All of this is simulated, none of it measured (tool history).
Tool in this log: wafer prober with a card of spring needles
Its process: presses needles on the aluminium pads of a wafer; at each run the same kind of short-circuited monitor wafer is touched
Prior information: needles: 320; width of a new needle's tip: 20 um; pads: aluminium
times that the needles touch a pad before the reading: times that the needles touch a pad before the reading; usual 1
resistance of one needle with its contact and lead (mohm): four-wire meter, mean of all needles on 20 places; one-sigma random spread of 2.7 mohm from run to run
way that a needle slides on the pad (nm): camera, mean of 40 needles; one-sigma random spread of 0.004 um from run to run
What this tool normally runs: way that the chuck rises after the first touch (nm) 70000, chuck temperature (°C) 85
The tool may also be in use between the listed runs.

| run | hour | way that the chuck rises after the first touch (nm) | chuck temperature (°C) | times that the needles touch a pad before the reading | resistance of one needle with its contact and lead (mohm) | way that a needle slides on the pad (nm) |
|---|---|---|---|---|---|---|
| 1 | 0 | 70000 | 85 | 1 | 332 | 9219 |
| 2 | 18.4 | 70000 | 85 | 1 | 448 | 9223 |
|  | 29.4 | tips cleaned on abrasive film |
| 3 | 36.2 | 70000 | 85 | 1 | 382 | 9221 |
| 4 | 50.5 | 70000 | 85 | 1 | 451 | 9217 |
|  | 59.2 | tips cleaned on abrasive film |
| 5 | 62.5 | 70000 | 38 | 1 | 344 | 9223 |
| 6 | 80.9 | 70000 | 85 | 1 | 452 | 9208 |
|  | 90.1 | tips cleaned on abrasive film |
| 7 | 101.1 | 70000 | 85 | 1 | 404 | 9207 |
|  | 120.4 | tips cleaned on abrasive film |
| 8 | 121.2 | 70000 | 85 | 1 | 323 | 9209 |
| 9 | 133.1 | 70000 | 85 | 1 | 417 | 9214 |
|  | 134.5 | height of the first contact set anew |
|  | 150.4 | tips cleaned on abrasive film |
| 10 | 154.2 | 70000 | 85 | 1 | 357 | 9197 |
| 11 | 172.3 | 70000 | 85 | 1 | 462 | 9193 |
|  | 180.2 | tips cleaned on abrasive film |
| 12 | 189.1 | 70000 | 85 | 1 | 390 | 9182 |
| 13 | 203.6 | 70000 | 85 | 1 | 468 | 9186 |
|  | 209.8 | tips cleaned on abrasive film |
| 14 | 220.1 | 70000 | 85 | 1 | 397 | 9186 |
| 15 | 231.8 | 70000 | 85 | 2 | 386 | 9178 |
|  | 240.3 | tips cleaned on abrasive film |
| 16 | 244.6 | 70000 | 85 | 2 | 340 | 9183 |
|  | 250.7 | height of the first contact set anew, once more |
| 17 | 261.5 | 70000 | 85 | 1 | 454 | 9261 |
|  | 270.4 | tips cleaned on abrasive film |
| 18 | 271 | 70000 | 85 | 2 | 322 | 9259 |
| 19 | 284 | 70000 | 85 | 2 | 373 | 9260 |
| 20 | 295.1 | 70000 | 85 | 2 | 401 | 9263 |
|  | 300.7 | tips cleaned on abrasive film |
| 21 | 306.5 | 70000 | 79 | 1 | 371 | 9250 |
| 22 | 326.5 | 54000 | 62 | 2 | 473 | 7129 |
|  | 330.8 | tips cleaned on abrasive film |
| 23 | 336.9 | 73000 | 77 | 2 | 342 | 9641 |
| 24 | 350.8 | 68000 | 33 | 2 | 379 | 8981 |
|  | 361.4 | tips cleaned on abrasive film |
| 25 | 366.4 | 68000 | 33 | 2 | 332 | 8981 |
| 26 | 383.1 | 53000 | 26 | 2 | 466 | 6992 |
|  | 391.4 | tips cleaned on abrasive film |
| 27 | 400.3 | 59000 | 41 | 2 | 376 | 7778 |
| 28 | 414.1 | 51000 | 29 | 3 | 409 | 6720 |
|  | 421.6 | tips cleaned on abrasive film |
| 29 | 427.8 | 60000 | 56 | 2 | 364 | 7912 |
| 30 | 446.7 | 60000 | 56 | 2 | 450 | 7905 |
|  | 451.9 | tips cleaned on abrasive film |
| 31 | 463 | 60000 | 85 | 2 | 398 | 7906 |
|  | 481.9 | tips cleaned on abrasive film |
| 32 | 483.4 | 67000 | 29 | 3 | 301 | 8830 |
| 33 | 500.1 | 67000 | 29 | 3 | 346 | 8825 |

What if the next run were any one of these 5? Each begins from the tool's condition after run 33:
| A | 509.8 | 84000 | 85 | 1 | ? | ? |
| B | 509.8 | 81000 | 29 | 2 | ? | ? |
| C | 509.8 | 65000 | 85 | 1 | ? | ? |
| D | 509.8 | 56000 | 59 | 1 | ? | ? |
| E | 509.8 | 89000 | 29 | 3 | ? | ? |

| run | resistance of one needle with its contact and lead (mohm) | way that a needle slides on the pad (nm) |
|---|---|---|
| A | 412 | 11071 |
| B | 367 | 10675 |
| C | 502 | 8562 |
| D | 581 | 7375 |
| E | 325 | 11735 |
The same runs, with their run-to-run variation unchanged, on a tool lacking any hidden condition would have given:
| run | resistance of one needle with its contact and lead (mohm) | way that a needle slides on the pad (nm) |
|---|---|---|
| A | 295 | 11111 |
| B | 283 | 10715 |
| C | 310 | 8601 |
| D | 311 | 7415 |
| E | 282 | 11774 |

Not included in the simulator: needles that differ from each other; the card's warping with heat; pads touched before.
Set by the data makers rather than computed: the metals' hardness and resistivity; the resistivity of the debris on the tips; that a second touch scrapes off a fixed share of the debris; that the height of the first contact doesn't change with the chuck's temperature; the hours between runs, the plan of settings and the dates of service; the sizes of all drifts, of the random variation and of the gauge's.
